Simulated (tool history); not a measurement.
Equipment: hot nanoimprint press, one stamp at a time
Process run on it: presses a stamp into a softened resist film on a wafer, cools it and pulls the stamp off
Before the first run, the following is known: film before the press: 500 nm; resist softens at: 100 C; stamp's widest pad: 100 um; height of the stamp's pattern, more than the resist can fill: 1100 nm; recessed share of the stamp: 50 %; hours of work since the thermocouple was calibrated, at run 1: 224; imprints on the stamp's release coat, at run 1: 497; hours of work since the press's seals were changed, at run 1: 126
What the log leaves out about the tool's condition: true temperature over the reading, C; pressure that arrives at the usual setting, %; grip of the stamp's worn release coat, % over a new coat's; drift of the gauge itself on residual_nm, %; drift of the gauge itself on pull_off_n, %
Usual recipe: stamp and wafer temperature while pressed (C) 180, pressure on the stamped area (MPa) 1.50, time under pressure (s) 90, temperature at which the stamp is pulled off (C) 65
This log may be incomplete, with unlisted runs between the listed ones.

| run | hour | stamp and wafer temperature while pressed (C) | pressure on the stamped area (MPa) | time under pressure (s) | temperature at which the stamp is pulled off (C) | hours of work since the thermocouple was calibrated | imprints on the stamp's release coat | hours of work since the press's seals were changed | resist left under the stamp's widest pad (Å) | greatest force while the stamp is pulled off (N) |
|---|---|---|---|---|---|---|---|---|---|---|
| 1 | 0.0 | 180 | 1.50 | 90 | 65 | 224 | 497 | 126 | 2708 | 165 |
| 2 | 6.7 | 180 | 1.50 | 90 | 65 | 229 | 537 | 132 | 2696 | 157 |
| 3 | 14.3 | 180 | 1.50 | 90 | 65 | 235 | 584 | 137 | 2715 | 160 |
| 4 | 21.5 | 180 | 1.50 | 90 | 65 | 240 | 628 | 143 | 2735 | 165 |
| 5 | 26.6 | 180 | 1.50 | 90 | 65 | 244 | 659 | 147 | 2716 | 167 |
| 6 | 32.3 | 180 | 1.50 | 90 | 65 | 249 | 694 | 151 | 2727 | 164 |
| 7 | 41.2 | 180 | 1.50 | 90 | 65 | 256 | 748 | 158 | 2741 | 154 |
| 8 | 46.3 | 180 | 1.50 | 90 | 65 | 260 | 779 | 162 | 2736 | 163 |
| 9 | 52.7 | 189 | 1.50 | 90 | 65 | 265 | 818 | 167 | 2240 | 150 |
| 10 | 59.5 | 180 | 1.50 | 90 | 65 | 270 | 860 | 173 | 2741 | 159 |
| 11 | 64.3 | 180 | 1.50 | 90 | 65 | 274 | 889 | 176 | 2743 | 161 |
| 12 | 74.6 | 180 | 1.50 | 90 | 65 | 282 | 952 | 184 | 2731 | 163 |
| 13 | 80.0 | 180 | 1.50 | 90 | 65 | 286 | 985 | 189 | 2727 | 162 |
| 14 | 87.1 | 180 | 1.50 | 90 | 68 | 291 | 1028 | 194 | 2743 | 156 |
| 15 | 96.6 | 180 | 1.50 | 90 | 68 | 299 | 1086 | 201 | 2722 | 148 |
| 16 | 105.7 | 180 | 1.50 | 77 | 66 | 306 | 1142 | 209 | 2877 | 160 |
| 17 | 115.6 | 184 | 1.63 | 77 | 50 | 314 | 1203 | 216 | 2579 | 188 |
| 18 | 123.9 | 180 | 1.50 | 100 | 72 | 320 | 1253 | 223 | 2631 | 154 |
| 19 | 132.9 | 180 | 1.50 | 63 | 65 | 327 | 1308 | 230 | 3082 | 157 |
| 20 | 143.1 | 180 | 2.29 | 90 | 55 | 335 | 1370 | 238 | 2333 | 174 |
| 21 | 147.3 | 180 | 1.38 | 90 | 65 | 338 | 1396 | 241 | 2825 | 163 |
| 22 | 152.5 | 170 | 0.90 | 81 | 57 | 342 | 1428 | 245 | 3974 | 174 |
| 23 | 160.5 | 180 | 1.50 | 90 | 71 | 349 | 1477 | 251 | 2765 | 156 |
| 24 | 167.2 | 180 | 2.14 | 81 | 57 | 354 | 1517 | 256 | 2504 | 175 |
| 25 | 175.1 | 169 | 0.96 | 90 | 57 | 360 | 1566 | 263 | 3936 | 170 |
| 26 | 185.4 | 169 | 0.96 | 90 | 57 | 368 | 1629 | 271 | 3901 | 173 |
| 27 | 190.4 | 180 | 1.50 | 61 | 68 | 372 | 1659 | 274 | 3136 | 155 |
|  | 198.0 | stamp cleaned and given a new release coat |
|  | 206.9 | plate thermocouple calibrated |
| 28 | 206.9 | 180 | 1.70 | 90 | 69 | 0 | 36 | 280 | 2624 | 150 |
| 29 | 213.0 | 179 | 2.34 | 59 | 51 | 5 | 73 | 285 | 2777 | 179 |

Forecast each of these 3 alternatives for the next run:
| A | 217.6 | 179 | 1.20 | 145 | 66 | 8 | 101 | 289 | ? | ? |
| B | 217.6 | 180 | 1.50 | 90 | 53 | 8 | 101 | 289 | ? | ? |
| C | 217.6 | 179 | 1.05 | 59 | 51 | 8 | 101 | 289 | ? | ? |

| run | resist left under the stamp's widest pad (Å) | greatest force while the stamp is pulled off (N) |
|---|---|---|
| A | 2595 | 161 |
| B | 2759 | 177 |
| C | 3564 | 183 |
Take away the tool's hidden state, keep each run's random variation, and the runs would have read:
| run | resist left under the stamp's widest pad (Å) | greatest force while the stamp is pulled off (N) |
|---|---|---|
| A | 2552 | 161 |
| B | 2714 | 177 |
| C | 3507 | 183 |
